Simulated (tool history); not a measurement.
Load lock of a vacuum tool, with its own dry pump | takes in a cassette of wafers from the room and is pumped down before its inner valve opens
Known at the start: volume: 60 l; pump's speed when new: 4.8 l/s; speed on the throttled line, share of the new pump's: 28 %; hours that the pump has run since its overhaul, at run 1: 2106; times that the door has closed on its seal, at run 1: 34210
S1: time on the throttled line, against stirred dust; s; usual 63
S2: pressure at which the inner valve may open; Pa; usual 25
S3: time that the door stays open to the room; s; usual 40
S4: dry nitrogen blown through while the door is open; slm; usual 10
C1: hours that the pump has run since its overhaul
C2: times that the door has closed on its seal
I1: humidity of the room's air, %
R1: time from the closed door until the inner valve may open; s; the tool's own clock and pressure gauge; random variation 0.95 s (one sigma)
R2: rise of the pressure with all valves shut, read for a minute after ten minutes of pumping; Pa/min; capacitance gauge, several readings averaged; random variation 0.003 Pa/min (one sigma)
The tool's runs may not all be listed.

run,day,S1,S2,S3,S4,C1,C2,I1,R1,R2
1,0,63,25,40,10,2106,34210,45.2,150.5,0.023
2,4.525,63,25,40,10,2215,34709,45.3,150.5,0.022
3,7.754,63,25,40,10,2292,35064,47.1,150,0.02
4,11.854,63,25,27,10,2390,35516,42.5,151.1,0.017
5,14.812,63,25,27,10,2461,35841,44.1,150.5,0.017
6,19.358,63,36,40,10,2571,36342,44.8,146.2,0.017
7,24.108,63,36,40,10,2685,36865,47.6,145.3,0.028
8,29.988,63,36,40,10,2826,37512,47.3,146.3,0.019
9,33.662,63,36,40,10,2914,37917,43.4,146.4,0.022
10,38.017,111,37,115,10,3018,38396,43.6,180.5,0.041
11,40.883,103,26,115,12,3087,38712,43.1,180.7,0.033
12,45.962,63,22,40,10,3209,39271,47.3,153.5,0.027
13,51.729,63,25,42,10,3347,39907,43.2,150.7,0.024

The next listed run, before its measurement:
14,54.888,63,25,42,10,3423,40254,43.4,?,?

Run 14 gave R1 152.3 s, R2 0.02 Pa/min.
Without the tool's hidden state the same run would have given R1 152.3 s, R2 0.02 Pa/min.

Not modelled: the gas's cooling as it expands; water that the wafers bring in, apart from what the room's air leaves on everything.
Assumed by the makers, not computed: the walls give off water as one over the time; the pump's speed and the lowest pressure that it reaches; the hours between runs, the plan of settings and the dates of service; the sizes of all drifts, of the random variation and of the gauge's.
